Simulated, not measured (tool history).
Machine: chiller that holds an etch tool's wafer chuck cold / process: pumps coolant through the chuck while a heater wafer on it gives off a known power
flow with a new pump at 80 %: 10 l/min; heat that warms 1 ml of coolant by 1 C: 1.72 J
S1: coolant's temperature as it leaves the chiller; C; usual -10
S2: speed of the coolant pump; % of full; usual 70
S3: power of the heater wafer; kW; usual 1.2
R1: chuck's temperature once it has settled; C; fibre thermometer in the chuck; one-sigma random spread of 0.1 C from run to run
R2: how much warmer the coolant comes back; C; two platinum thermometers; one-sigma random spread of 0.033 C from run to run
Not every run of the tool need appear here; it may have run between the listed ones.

run 1 hour=0 | S1=-10 S2=70 S3=1.2 | R1=4.2 R2=4.84
run 2 hour=34.2 | S1=-10 S2=81 S3=1.2 | R1=2.6 R2=4.1
run 3 hour=64.3 | S1=-10 S2=81 S3=1.2 | R1=2.5 R2=4.08
run 4 hour=85.7 | S1=-10 S2=70 S3=1.2 | R1=4.2 R2=4.8
run 5 hour=121.7 | S1=-10 S2=70 S3=1.2 | R1=4.2 R2=4.74
-- hour=138.8 chiller's thermometer calibrated
run 6 hour=162.8 | S1=-10 S2=70 S3=1.2 | R1=4.3 R2=4.74
run 7 hour=195.7 | S1=-10 S2=70 S3=1.2 | R1=4.2 R2=4.78
run 8 hour=219.1 | S1=-2 S2=70 S3=1.2 | R1=12.2 R2=4.65
run 9 hour=241 | S1=-2 S2=70 S3=1.2 | R1=12.3 R2=4.7
run 10 hour=266.4 | S1=-2 S2=70 S3=1.2 | R1=12.2 R2=4.68
run 11 hour=307.6 | S1=-2 S2=70 S3=1.2 | R1=12.2 R2=4.7
run 12 hour=338.1 | S1=-2 S2=70 S3=1.2 | R1=12.1 R2=4.65
run 13 hour=373.8 | S1=-10 S2=70 S3=0.826 | R1=-0.4 R2=3.17
-- hour=398.2 gauge calibrated
run 14 hour=408.2 | S1=-10 S2=70 S3=1.2 | R1=4.1 R2=4.83
run 15 hour=431.6 | S1=-10 S2=70 S3=1.2 | R1=4.3 R2=4.81
run 16 hour=451.8 | S1=-8 S2=70 S3=1.2 | R1=6.1 R2=4.81
run 17 hour=490.9 | S1=-8 S2=70 S3=1.2 | R1=6 R2=4.7
run 18 hour=511.8 | S1=-8 S2=70 S3=1.2 | R1=6.2 R2=4.77
run 19 hour=546.1 | S1=-8 S2=70 S3=1.2 | R1=6.1 R2=4.78
run 20 hour=575.7 | S1=-18 S2=70 S3=0.836 | R1=-8.2 R2=3.25
run 21 hour=617.2 | S1=-19 S2=70 S3=1.52 | R1=-0.8 R2=6
run 22 hour=638.4 | S1=-7 S2=70 S3=1.462 | R1=10.1 R2=5.77
run 23 hour=662.9 | S1=-19 S2=66 S3=1.2 | R1=-4.1 R2=4.98
run 24 hour=689.3 | S1=-10 S2=61 S3=0.725 | R1=-0.4 R2=3.22
run 25 hour=728.6 | S1=-10 S2=82 S3=1.2 | R1=2.2 R2=3.92
run 26 hour=766.4 | S1=-9 S2=63 S3=1.2 | R1=6.5 R2=5.18
run 27 hour=795.7 | S1=0 S2=72 S3=1.274 | R1=14.8 R2=4.81
run 28 hour=815.6 | S1=-12 S2=66 S3=1.046 | R1=1 R2=4.24
run 29 hour=845.1 | S1=-12 S2=89 S3=1.725 | R1=4.7 R2=5.18
run 30 hour=882.5 | S1=-12 S2=89 S3=1.725 | R1=4.4 R2=5.1
run 31 hour=920.4 | S1=-20 S2=67 S3=0.677 | R1=-11.7 R2=2.6

Results for each run, recomputed without the tool's hidden state and with each run's random variation untouched:
Hidden state at play: heat passed by the chuck's channels, % of clean ones'; flow at a given pump speed, % of a new pump's; coolant's true temperature over the reading, C; drift of the gauge itself on chuck_c, C; drift of the gauge itself on warmer_back_c, C.
run=1 R2=4.84
run=2 R2=4.11
run=3 R2=4.12
run=4 R2=4.85
run=5 R2=4.8
run=6 R2=4.83
run=7 R2=4.88
run=8 R2=4.77
run=9 R2=4.83
run=10 R2=4.83
run=11 R2=4.86
run=12 R2=4.84
run=13 R2=3.37
run=14 R2=4.84
run=15 R2=4.82
run=16 R2=4.84
run=17 R2=4.75
run=18 R2=4.83
run=19 R2=4.86
run=20 R2=3.34
run=21 R2=6.12
run=22 R2=5.9
run=23 R2=5.12
run=24 R2=3.38
run=25 R2=4.1
run=26 R2=5.37
run=27 R2=5.02
run=28 R2=4.47
run=29 R2=5.42
run=30 R2=5.36
run=31 R2=2.88
R1 without the hidden state equals the measured value, run for run.
